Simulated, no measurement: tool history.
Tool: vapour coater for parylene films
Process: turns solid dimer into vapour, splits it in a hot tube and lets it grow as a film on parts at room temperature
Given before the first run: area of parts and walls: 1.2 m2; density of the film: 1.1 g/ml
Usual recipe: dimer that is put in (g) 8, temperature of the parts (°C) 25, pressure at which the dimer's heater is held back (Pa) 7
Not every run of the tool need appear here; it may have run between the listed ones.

run     day  dimer that is put in (g)  temperature of the parts (°C)  pressure at which the dimer's heater is held back (Pa)  thickness of the film (um)
  1       0                         8                             25                                                       7                        4.08
  2   0.954                         8                             25                                                       7                        4.11
  3   2.146                        11                             25                                                       7                         5.5
  4   3.338                        11                             20                                                       7                        6.71
  5   4.308                        11                             20                                                       7                        6.64
  6   5.254                         8                             18                                                       7                        5.27
  7   6.004                         8                             25                                                       7                         3.9
  8   6.817                         8                             25                                                       7                        3.92
  9   7.771                         8                             25                                                       7                        3.84
 10   8.646                         8                             25                                                       7                        3.88
 11   9.371                         8                             25                                                       7                        3.84
 12  10.125                         8                             25                                                       7                        3.77
 13  11.046                         8                             25                                                       7                        3.82
 14  11.704                         8                             25                                                       7                        3.82
 15  12.417                         8                             25                                                       7                        3.76
 16  13.608                         8                             21                                                       7                        4.38
 17  14.546                         8                             21                                                       7                        4.31
 18  15.433                         8                             21                                                       7                        4.25
 19  16.283                         8                             31                                                       7                        2.88
 20  16.983                         8                             26                                                       7                         3.4
 21  18.062                         8                             25                                                       7                        3.62
 22  19.167                         8                             25                                                       7                        3.53
 23  20.246                         8                             25                                                       7                        3.54
 24  20.962                         8                             25                                                       7                        3.58
 25  21.867                         4                             21                                                    5.07                        2.23
     22.092  -- trap's valve overhauled
 26  22.529                         3                             27                                                    5.07                         1.2
 27  23.462                         8                             26                                                    2.18                        3.99
 28  24.425                        12                             21                                                     3.5                        6.52
      25.05  -- trap's valve overhauled, once more
 29  25.683                        12                             21                                                     3.5                         7.9
 30  26.483                        12                             21                                                     3.5                        8.08
 31  27.479                         5                             25                                                    3.39                        2.88
 32  28.671                         5                             34                                                    3.39                        1.96
 33  29.238                        10                             27                                                    3.32                        5.11
 34  30.404                        11                             34                                                     7.1                        3.72
 35  31.096                         8                             25                                                    3.25                        4.47
 36  32.138                         8                             30                                                    9.71                           3
 37  32.833                         8                             30                                                   10.01                        2.96
 38  33.767                         4                             18                                                    3.59                        2.84
 39  34.642                         4                             18                                                    3.59                        2.83
 40   35.65                        10                             18                                                    8.42                        6.06
 41  36.288                        10                             18                                                    8.42                        5.99
 42  37.196                         8                             18                                                       7                        5.02
 43  37.817                         8                             18                                                       7                        5.02
 44  38.933                         8                             18                                                       7                        4.99
 45  39.842                         3                             18                                                    3.56                        2.05

Run 46 is up next; what results do you expect?
 46  40.379                         3                             18                                                    3.56                           ?

{"run 46": {"thickness of the film (um)": 2.06}}
Without the tool's hidden state the same run would have given thickness of the film (um) 2.26.
